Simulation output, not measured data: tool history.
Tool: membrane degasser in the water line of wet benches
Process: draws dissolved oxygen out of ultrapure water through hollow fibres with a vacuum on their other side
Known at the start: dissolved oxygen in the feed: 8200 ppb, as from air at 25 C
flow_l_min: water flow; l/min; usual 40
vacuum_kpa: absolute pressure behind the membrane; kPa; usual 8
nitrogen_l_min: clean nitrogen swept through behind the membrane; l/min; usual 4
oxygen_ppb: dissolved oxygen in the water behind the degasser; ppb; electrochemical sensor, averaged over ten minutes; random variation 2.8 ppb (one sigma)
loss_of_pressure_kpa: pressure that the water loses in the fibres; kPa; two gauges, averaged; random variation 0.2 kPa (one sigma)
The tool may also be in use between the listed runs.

run 1 day=0 | flow_l_min=40 vacuum_kpa=8 nitrogen_l_min=4 | oxygen_ppb=279.4 loss_of_pressure_kpa=42.58
run 2 day=1.412 | flow_l_min=28 vacuum_kpa=8 nitrogen_l_min=4 | oxygen_ppb=151.7 loss_of_pressure_kpa=29.78
run 3 day=3.425 | flow_l_min=40 vacuum_kpa=8 nitrogen_l_min=4 | oxygen_ppb=282.7 loss_of_pressure_kpa=42.49
run 4 day=5.233 | flow_l_min=40 vacuum_kpa=8 nitrogen_l_min=4 | oxygen_ppb=281.7 loss_of_pressure_kpa=42.45
run 5 day=6.425 | flow_l_min=40 vacuum_kpa=8 nitrogen_l_min=4 | oxygen_ppb=281.3 loss_of_pressure_kpa=42.24
run 6 day=8.154 | flow_l_min=46 vacuum_kpa=8 nitrogen_l_min=4 | oxygen_ppb=352.1 loss_of_pressure_kpa=49.31
run 7 day=10.088 | flow_l_min=46 vacuum_kpa=8 nitrogen_l_min=4 | oxygen_ppb=356.8 loss_of_pressure_kpa=49.24
run 8 day=12.112 | flow_l_min=46 vacuum_kpa=8 nitrogen_l_min=4 | oxygen_ppb=351.3 loss_of_pressure_kpa=49.17
run 9 day=14.308 | flow_l_min=40 vacuum_kpa=8.91 nitrogen_l_min=4 | oxygen_ppb=298.4 loss_of_pressure_kpa=42.96
run 10 day=15.275 | flow_l_min=40 vacuum_kpa=8.91 nitrogen_l_min=4 | oxygen_ppb=298.8 loss_of_pressure_kpa=42.48
run 11 day=16.429 | flow_l_min=40 vacuum_kpa=8.91 nitrogen_l_min=4 | oxygen_ppb=295.5 loss_of_pressure_kpa=42.86
run 12 day=18.229 | flow_l_min=40 vacuum_kpa=8 nitrogen_l_min=4 | oxygen_ppb=279.6 loss_of_pressure_kpa=43.06
run 13 day=20.325 | flow_l_min=40 vacuum_kpa=8 nitrogen_l_min=4 | oxygen_ppb=277.2 loss_of_pressure_kpa=42.83
run 14 day=21.554 | flow_l_min=40 vacuum_kpa=8 nitrogen_l_min=4 | oxygen_ppb=278.8 loss_of_pressure_kpa=42.82
run 15 day=23.783 | flow_l_min=25 vacuum_kpa=8 nitrogen_l_min=4 | oxygen_ppb=120 loss_of_pressure_kpa=27.03
run 16 day=26.017 | flow_l_min=25 vacuum_kpa=8 nitrogen_l_min=4 | oxygen_ppb=123.9 loss_of_pressure_kpa=26.93
run 17 day=28.192 | flow_l_min=25 vacuum_kpa=8 nitrogen_l_min=4 | oxygen_ppb=123.8 loss_of_pressure_kpa=27.15
run 18 day=29.396 | flow_l_min=25 vacuum_kpa=11.09 nitrogen_l_min=4.81 | oxygen_ppb=150.7 loss_of_pressure_kpa=27.01
run 19 day=30.417 | flow_l_min=52 vacuum_kpa=8 nitrogen_l_min=3.68 | oxygen_ppb=442.3 loss_of_pressure_kpa=56.17
run 20 day=31.996 | flow_l_min=40 vacuum_kpa=4.87 nitrogen_l_min=3.68 | oxygen_ppb=213.8 loss_of_pressure_kpa=43.33
run 21 day=32.938 | flow_l_min=48 vacuum_kpa=12.38 nitrogen_l_min=2.5 | oxygen_ppb=617.9 loss_of_pressure_kpa=51.87
run 22 day=34.929 | flow_l_min=48 vacuum_kpa=12.38 nitrogen_l_min=2.5 | oxygen_ppb=607.7 loss_of_pressure_kpa=51.69
run 23 day=37.05 | flow_l_min=56 vacuum_kpa=14.98 nitrogen_l_min=10.42 | oxygen_ppb=479.1 loss_of_pressure_kpa=60.84
run 24 day=38.275 | flow_l_min=56 vacuum_kpa=13.3 nitrogen_l_min=3.09 | oxygen_ppb=695.4 loss_of_pressure_kpa=60.4
run 25 day=40.158 | flow_l_min=56 vacuum_kpa=13.3 nitrogen_l_min=3.09 | oxygen_ppb=703.3 loss_of_pressure_kpa=60.83
run 26 day=41.583 | flow_l_min=56 vacuum_kpa=13.3 nitrogen_l_min=3.09 | oxygen_ppb=716.8 loss_of_pressure_kpa=60.24
run 27 day=43.788 | flow_l_min=61 vacuum_kpa=7.04 nitrogen_l_min=4 | oxygen_ppb=512.9 loss_of_pressure_kpa=66.58
run 28 day=44.708 | flow_l_min=61 vacuum_kpa=7.04 nitrogen_l_min=4 | oxygen_ppb=518.3 loss_of_pressure_kpa=66.16
run 29 day=45.871 | flow_l_min=60 vacuum_kpa=7.17 nitrogen_l_min=4.57 | oxygen_ppb=481.3 loss_of_pressure_kpa=65.66
run 30 day=46.792 | flow_l_min=60 vacuum_kpa=7.17 nitrogen_l_min=4.57 | oxygen_ppb=490.6 loss_of_pressure_kpa=65.13
run 31 day=48.858 | flow_l_min=60 vacuum_kpa=7.17 nitrogen_l_min=4.57 | oxygen_ppb=487.3 loss_of_pressure_kpa=64.96
run 32 day=50.85 | flow_l_min=60 vacuum_kpa=7.17 nitrogen_l_min=4.57 | oxygen_ppb=494.4 loss_of_pressure_kpa=65.28
run 33 day=53.088 | flow_l_min=60 vacuum_kpa=7.17 nitrogen_l_min=4.57 | oxygen_ppb=493.3 loss_of_pressure_kpa=65.5

Measured less the same run without the tool's hidden state. The same run-to-run variation is in both; the gauge's scatter may not be:
The hidden state here: membrane still open, %; true pressure behind the membrane over the reading, kPa; air that leaks in behind the membrane, l/min; drift of the gauge itself on oxygen_ppb, %; drift of the gauge itself on loss_of_pressure_kpa, %.
run=1 loss_of_pressure_kpa=+0
run=2 loss_of_pressure_kpa=+0.02
run=3 loss_of_pressure_kpa=+0.07
run=4 loss_of_pressure_kpa=+0.11
run=5 loss_of_pressure_kpa=+0.13
run=6 loss_of_pressure_kpa=+0.19
run=7 loss_of_pressure_kpa=+0.23
run=8 loss_of_pressure_kpa=+0.29
run=9 loss_of_pressure_kpa=+0.29
run=10 loss_of_pressure_kpa=+0.31
run=11 loss_of_pressure_kpa=+0.34
run=12 loss_of_pressure_kpa=+0.37
run=13 loss_of_pressure_kpa=+0.41
run=14 loss_of_pressure_kpa=+0.43
run=15 loss_of_pressure_kpa=+0.3
run=16 loss_of_pressure_kpa=+0.32
run=17 loss_of_pressure_kpa=+0.36
run=18 loss_of_pressure_kpa=+0.37
run=19 loss_of_pressure_kpa=+0.79
run=20 loss_of_pressure_kpa=+0.64
run=21 loss_of_pressure_kpa=+0.8
run=22 loss_of_pressure_kpa=+0.84
run=23 loss_of_pressure_kpa=+1.05
run=24 loss_of_pressure_kpa=+1.07
run=25 loss_of_pressure_kpa=+1.13
run=26 loss_of_pressure_kpa=+1.17
run=27 loss_of_pressure_kpa=+1.35
run=28 loss_of_pressure_kpa=+1.37
run=29 loss_of_pressure_kpa=+1.39
run=30 loss_of_pressure_kpa=+1.4
run=31 loss_of_pressure_kpa=+1.47
run=32 loss_of_pressure_kpa=+1.53
run=33 loss_of_pressure_kpa=+1.6
oxygen_ppb: within 0.2 ppb of the measured result in every run.
